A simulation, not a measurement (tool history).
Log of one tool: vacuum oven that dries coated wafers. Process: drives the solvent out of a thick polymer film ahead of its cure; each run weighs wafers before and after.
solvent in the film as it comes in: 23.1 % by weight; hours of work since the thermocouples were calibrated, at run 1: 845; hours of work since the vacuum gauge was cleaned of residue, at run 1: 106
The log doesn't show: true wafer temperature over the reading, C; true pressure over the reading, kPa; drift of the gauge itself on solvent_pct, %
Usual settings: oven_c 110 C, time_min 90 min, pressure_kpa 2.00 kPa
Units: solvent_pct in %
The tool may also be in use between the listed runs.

run    hour  oven_c  time_min  pressure_kpa  hours of work since the thermocouples were calibrated  hours of work since the vacuum gauge was cleaned of residue  solvent_pct
  1     0.0     110        90          2.00                                                    845                                                          106         1.56
  2    32.6     110        90          2.00                                                    867                                                          127         1.62
  3    72.6     110        90          2.00                                                    893                                                          154         1.49
  4    97.2     110        90          2.00                                                    909                                                          170         1.58
  5   135.1     110        90          1.65                                                    934                                                          195         1.36
  6   174.7     110        90          2.00                                                    960                                                          221         1.54
  7   222.7     110        90          2.00                                                    991                                                          252         1.61
  8   256.2     110        90          2.00                                                   1013                                                          274         1.56
  9   299.9     110        90          2.00                                                   1042                                                          303         1.54
 10   335.9     110        90          2.00                                                   1066                                                          326         1.52
 11   376.4     110        90          2.00                                                   1092                                                          353         1.59
 12   407.3     110        90          2.00                                                   1112                                                          373         1.54
 13   456.0     110        90          2.00                                                   1144                                                          405         1.56
 14   486.7     110        90          1.88                                                   1164                                                          425         1.52
 15   534.2     110        90          1.88                                                   1196                                                          456         1.48
 16   576.9     110        90          1.88                                                   1224                                                          484         1.55
 17   604.8     110        90          1.88                                                   1242                                                          503         1.47
 18   635.0     122        90          2.00                                                   1262                                                          523         0.65
 19   684.6     122        90          2.85                                                   1294                                                          555         0.90
 20   724.9     122        90          2.85                                                   1321                                                          582         0.88
 21   747.2     110        90          2.00                                                   1335                                                          596         1.53
 22   784.2     110        90          2.00                                                   1360                                                          620         1.54
 23   805.9     110        90          2.64                                                   1374                                                          635         1.83
 24   830.1     110        90          2.64                                                   1390                                                          651         1.82
      835.2  -- oven's thermocouples calibrated
 25   859.9     110        90          2.64                                                     16                                                          669         1.67
 26   884.8     110        90          1.02                                                     33                                                          685         1.09
 27   920.2     110        90          1.02                                                     56                                                          708         1.14
 28   944.2     107        90          1.02                                                     72                                                          724         1.52
 29   972.8     107        90          1.02                                                     90                                                          743         1.49
      984.8  -- oven's thermocouples calibrated, once more
 30  1020.1     107        90          1.02                                                     23                                                          773         1.93
 31  1055.0     110        58          2.00                                                     46                                                          795         3.47
 32  1101.7     110        58          2.00                                                     77                                                          826         3.36
 33  1128.0     110        58          2.00                                                     94                                                          843         3.48
 34  1165.8     112       141          1.82                                                    119                                                          868         0.99
 35  1201.2     112       141          1.82                                                    142                                                          891         0.90
 36  1244.3     102       142          2.00                                                    170                                                          920         1.95
 37  1293.5     102       142          2.00                                                    203                                                          952         2.03
 38  1323.7     106       118          7.22                                                    222                                                          972         4.17
 39  1364.9     106       118          7.22                                                    249                                                          999         4.18
 40  1404.4     121        55          7.22                                                    275                                                         1025         2.74
 41  1427.3     110        79          1.01                                                    290                                                         1040         1.75
 42  1473.8     124       120          2.00                                                    321                                                         1070         0.64
     1494.4  -- vacuum gauge cleaned of residue and calibrated
 43  1506.4     124       161          5.62                                                    341                                                            8         1.49
 44  1537.5     124       161          5.62                                                    362                                                           28         1.39
 45  1568.3     115       120          1.41                                                    382                                                           49         0.55
 46  1597.6     120        90          1.73                                                    401                                                           68         0.61

Forecast each of these 4 alternatives for the next run:
  A  1633.9     120        90          1.58                                                    425                                                           91            ?
  B  1633.9     110        90          3.45                                                    425                                                           91            ?
  C  1633.9      99       132          1.73                                                    425                                                           91            ?
  D  1633.9     102        53          3.29                                                    425                                                           91            ?

run  solvent_pct
  A         0.55
  B         2.17
  C         2.43
  D         6.88
Without the tool's hidden state the same runs would have given:
run  solvent_pct
  A         0.57
  B         2.29
  C         2.59
  D         7.16
